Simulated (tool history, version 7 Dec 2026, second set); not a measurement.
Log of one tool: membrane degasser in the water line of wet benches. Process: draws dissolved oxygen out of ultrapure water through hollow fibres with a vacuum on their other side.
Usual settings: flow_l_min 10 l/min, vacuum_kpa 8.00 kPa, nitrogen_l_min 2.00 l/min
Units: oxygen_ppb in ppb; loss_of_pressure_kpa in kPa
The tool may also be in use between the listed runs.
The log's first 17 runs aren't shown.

run 18 day=83.667 | flow_l_min=8 vacuum_kpa=12.37 nitrogen_l_min=3.82 | oxygen_ppb=51.5 loss_of_pressure_kpa=23.04
run 19 day=88.450 | flow_l_min=8 vacuum_kpa=12.37 nitrogen_l_min=3.82 | oxygen_ppb=52.5 loss_of_pressure_kpa=22.81
run 20 day=91.404 | flow_l_min=6 vacuum_kpa=12.37 nitrogen_l_min=4.69 | oxygen_ppb=30.8 loss_of_pressure_kpa=17.15
run 21 day=95.567 | flow_l_min=10 vacuum_kpa=18.77 nitrogen_l_min=4.33 | oxygen_ppb=104.9 loss_of_pressure_kpa=28.59
run 22 day=101.212 | flow_l_min=10 vacuum_kpa=18.77 nitrogen_l_min=4.33 | oxygen_ppb=103.8 loss_of_pressure_kpa=28.43
run 23 day=105.879 | flow_l_min=9 vacuum_kpa=14.69 nitrogen_l_min=1.04 | oxygen_ppb=242.5 loss_of_pressure_kpa=25.53
run 24 day=112.367 | flow_l_min=7 vacuum_kpa=15.84 nitrogen_l_min=1.70 | oxygen_ppb=127.9 loss_of_pressure_kpa=19.54
run 25 day=115.679 | flow_l_min=7 vacuum_kpa=15.84 nitrogen_l_min=1.70 | oxygen_ppb=129.3 loss_of_pressure_kpa=19.50
run 26 day=121.342 | flow_l_min=6 vacuum_kpa=6.61 nitrogen_l_min=2.00 | oxygen_ppb=26.1 loss_of_pressure_kpa=16.63
run 27 day=126.275 | flow_l_min=15 vacuum_kpa=6.41 nitrogen_l_min=1.17 | oxygen_ppb=187.9 loss_of_pressure_kpa=41.94
run 28 day=128.962 | flow_l_min=15 vacuum_kpa=6.41 nitrogen_l_min=1.17 | oxygen_ppb=186.1 loss_of_pressure_kpa=42.25
run 29 day=134.971 | flow_l_min=15 vacuum_kpa=6.41 nitrogen_l_min=1.17 | oxygen_ppb=189.0 loss_of_pressure_kpa=41.88
run 30 day=140.179 | flow_l_min=14 vacuum_kpa=6.02 nitrogen_l_min=1.91 | oxygen_ppb=123.9 loss_of_pressure_kpa=39.00
run 31 day=143.408 | flow_l_min=15 vacuum_kpa=8.00 nitrogen_l_min=3.08 | oxygen_ppb=149.6 loss_of_pressure_kpa=41.83
run 32 day=148.275 | flow_l_min=15 vacuum_kpa=8.00 nitrogen_l_min=3.08 | oxygen_ppb=149.1 loss_of_pressure_kpa=41.76

Forecast each of these 3 alternatives for the next run:
run A day=154.571 | flow_l_min=15 vacuum_kpa=8.00 nitrogen_l_min=2.26 | oxygen_ppb=? loss_of_pressure_kpa=?
run B day=154.571 | flow_l_min=6 vacuum_kpa=8.64 nitrogen_l_min=3.08 | oxygen_ppb=? loss_of_pressure_kpa=?
run C day=154.571 | flow_l_min=7 vacuum_kpa=9.28 nitrogen_l_min=3.08 | oxygen_ppb=? loss_of_pressure_kpa=?

run=A oxygen_ppb=168.0 loss_of_pressure_kpa=41.37
run=B oxygen_ppb=27.3 loss_of_pressure_kpa=16.60
run=C oxygen_ppb=36.1 loss_of_pressure_kpa=19.13
Without the tool's hidden state the same runs would have given:
run=A oxygen_ppb=167.6 loss_of_pressure_kpa=43.48
run=B oxygen_ppb=27.2 loss_of_pressure_kpa=17.44
run=C oxygen_ppb=36.0 loss_of_pressure_kpa=20.11
